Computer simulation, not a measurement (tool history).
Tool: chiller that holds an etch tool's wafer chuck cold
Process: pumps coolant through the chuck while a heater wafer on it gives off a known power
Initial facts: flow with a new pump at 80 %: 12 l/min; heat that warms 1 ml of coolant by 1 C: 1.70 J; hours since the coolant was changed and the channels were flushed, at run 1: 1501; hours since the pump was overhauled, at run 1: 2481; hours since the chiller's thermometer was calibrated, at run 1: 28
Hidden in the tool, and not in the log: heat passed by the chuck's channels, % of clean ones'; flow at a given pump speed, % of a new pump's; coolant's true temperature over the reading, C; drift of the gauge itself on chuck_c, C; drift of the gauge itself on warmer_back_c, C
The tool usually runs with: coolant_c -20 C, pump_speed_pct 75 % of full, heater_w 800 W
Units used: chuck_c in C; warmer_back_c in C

| run | hour | coolant_c | pump_speed_pct | heater_w | hours since the coolant was changed and the channels were flushed | hours since the pump was overhauled | hours since the chiller's thermometer was calibrated | chuck_c | warmer_back_c |
|---|---|---|---|---|---|---|---|---|---|
| 1 | 0 | -20 | 75 | 800 | 1501 | 2481 | 28 | -11.1 | 2.62 |
| 2 | 84 | -22 | 75 | 800 | 1585 | 2565 | 112 | -13.2 | 2.63 |
| 3 | 126.6 | -22 | 75 | 800 | 1628 | 2608 | 154 | -13 | 2.65 |
| 4 | 181.6 | -20 | 97 | 800 | 1683 | 2663 | 209 | -12.6 | 2.07 |
| 5 | 223.1 | -26 | 75 | 800 | 1724 | 2704 | 251 | -17.2 | 2.74 |
| 6 | 291.2 | -20 | 75 | 800 | 1792 | 2772 | 319 | -11.1 | 2.69 |
| 7 | 356.2 | -20 | 75 | 800 | 1858 | 2837 | 384 | -11.2 | 2.63 |
| 8 | 418.7 | -20 | 75 | 800 | 1920 | 2900 | 446 | -10.8 | 2.75 |
| 9 | 458.3 | -20 | 75 | 800 | 1960 | 2939 | 486 | -11.1 | 2.61 |
| 10 | 518.4 | -20 | 75 | 800 | 2020 | 3000 | 546 | -11 | 2.7 |
| 11 | 575.5 | -20 | 75 | 800 | 2077 | 3057 | 603 | -10.8 | 2.7 |
| 12 | 655.4 | -17 | 75 | 800 | 2157 | 3137 | 683 | -7.8 | 2.71 |
| 13 | 737.1 | -17 | 75 | 800 | 2238 | 3218 | 765 | -7.9 | 2.71 |
|  | 742 | chiller's thermometer calibrated |
| 14 | 807.7 | -17 | 75 | 511 | 2308 | 3288 | 66 | -11 | 1.74 |
| 15 | 868.4 | -25 | 89 | 511 | 2369 | 3349 | 126 | -19.8 | 1.47 |
| 16 | 947.2 | -25 | 89 | 511 | 2447 | 3427 | 205 | -19.6 | 1.42 |
|  | 1024.5 | chiller's thermometer calibrated, once more |
| 17 | 1035.9 | -24 | 76 | 545 | 2535 | 3515 | 11 | -17.7 | 1.83 |
| 18 | 1102 | -24 | 76 | 545 | 2601 | 3581 | 78 | -17.8 | 1.8 |
| 19 | 1185.8 | -25 | 70 | 800 | 2685 | 3665 | 161 | -15.4 | 2.89 |
| 20 | 1274.6 | -20 | 81 | 793 | 2774 | 3754 | 250 | -11.1 | 2.48 |
| 21 | 1326.7 | -20 | 81 | 793 | 2826 | 3806 | 302 | -11.1 | 2.44 |
| 22 | 1383.6 | -10 | 75 | 797 | 2883 | 3863 | 359 | -0.6 | 2.63 |
| 23 | 1466.8 | -28 | 62 | 1098 | 2966 | 3946 | 442 | -13 | 4.54 |
| 24 | 1516.9 | -28 | 62 | 535 | 3016 | 3996 | 492 | -20.7 | 2.21 |
| 25 | 1553.5 | -28 | 62 | 535 | 3053 | 4033 | 529 | -20.4 | 2.2 |
| 26 | 1610.3 | -25 | 75 | 800 | 3110 | 4089 | 586 | -15.3 | 2.69 |
| 27 | 1676.5 | -20 | 99 | 713 | 3176 | 4156 | 652 | -12.8 | 1.87 |

5 ways to go on from here, each from the tool as it stands after run 27. What would each give?
| A | 1720.5 | -13 | 80 | 772 | 3220 | 4200 | 696 | ? | ? |
| B | 1720.5 | -20 | 98 | 800 | 3220 | 4200 | 696 | ? | ? |
| C | 1720.5 | -26 | 73 | 642 | 3220 | 4200 | 696 | ? | ? |
| D | 1720.5 | -29 | 75 | 800 | 3220 | 4200 | 696 | ? | ? |
| E | 1720.5 | -26 | 96 | 403 | 3220 | 4200 | 696 | ? | ? |

| run | chuck_c | warmer_back_c |
|---|---|---|
| A | -4.2 | 2.47 |
| B | -12 | 2.09 |
| C | -17.9 | 2.27 |
| D | -19.3 | 2.74 |
| E | -21.8 | 1.12 |
Take away the tool's hidden state, keep each run's random variation, and the runs would have read:
| run | chuck_c | warmer_back_c |
|---|---|---|
| A | -5.7 | 2.26 |
| B | -13.4 | 1.91 |
| C | -19.3 | 2.07 |
| D | -20.9 | 2.5 |
| E | -22.5 | 1.02 |

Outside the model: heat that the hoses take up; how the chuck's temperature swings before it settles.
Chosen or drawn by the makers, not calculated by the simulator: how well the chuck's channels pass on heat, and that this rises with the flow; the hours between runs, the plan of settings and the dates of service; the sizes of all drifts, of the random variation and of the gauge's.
